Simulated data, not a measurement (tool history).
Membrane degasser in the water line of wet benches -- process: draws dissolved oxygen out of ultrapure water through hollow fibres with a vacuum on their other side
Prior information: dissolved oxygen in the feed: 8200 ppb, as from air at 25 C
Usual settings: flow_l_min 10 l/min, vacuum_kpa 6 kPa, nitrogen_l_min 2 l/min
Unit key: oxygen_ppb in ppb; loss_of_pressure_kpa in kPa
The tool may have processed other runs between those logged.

run	day	flow_l_min	vacuum_kpa	nitrogen_l_min	oxygen_ppb	loss_of_pressure_kpa
1	0	10	6	2	57.8	63.43
2	1.662	10	6	2	58.2	63.94
3	3.788	10	6	2	57.7	63.57
4	6.696	7	6	2	34.3	45.1
5	8.825	7	6	2	33.8	44.98
6	11.762	7	6	2	33.3	45.23
7	13.262	7	6	2	32.9	45.31
8	15.067	7	6	2	33.1	45.67
9	17.721	7	6	2	33.4	45.53
10	19.038	7	6	2	34.1	45.4
11	21.692	7	6	2	33.9	45.8
# day 24.012: gauge calibrated
12	24.317	7	6	2	33.7	44.49
13	26.562	7	6	2	33	44.37
14	28.396	7	6	2	33.4	44.74
15	30.462	10	6	2	58.4	64.01
16	32	10	6	2	58.3	64.17
17	33.946	10	6	2	57.6	64.48
18	36.488	6	6	1.15	42.2	38.87
19	39.392	14	6	1.09	134.1	90.85
20	40.658	14	6	1.09	134.9	91.17
21	43.096	13	6	1.34	110.5	84.78
22	44.662	7	6	2	33	45.8
23	46.554	10	4.81	5.79	30.7	64.76
24	49.05	10	4.81	5.79	31.2	65.11
25	50.838	10	9.27	2.55	81.9	65.77
26	53.142	15	3.6	2	67.7	97.96
27	55.617	15	8.36	1.42	188.3	99.17
28	57.254	10	9.18	1.42	123.7	65.46
29	58.488	8	9.89	2.47	66.7	52.64
30	60.092	8	3.74	1.64	19.6	52.85
31	62.296	8	3.74	1.64	20.5	53.25

5 ways to go on from here, each from the tool as it stands after run 31. What would each give?
A	64.821	8	3.74	5.57	?	?
B	64.821	13	3.74	2.81	?	?
C	64.821	8	3.74	3.67	?	?
D	64.821	14	8.94	1.74	?	?
E	64.821	15	6.9	4.74	?	?

run	oxygen_ppb	loss_of_pressure_kpa
A	15.1	53.38
B	50.3	86.06
C	16.2	53.51
D	159.6	92.21
E	88.5	99.84
With the hidden condition removed and each run's random variation left untouched, the same runs would have given:
run	oxygen_ppb	loss_of_pressure_kpa
A	15.1	51.21
B	50.2	82.55
C	16.2	51.34
D	159.5	88.45
E	88.4	95.77
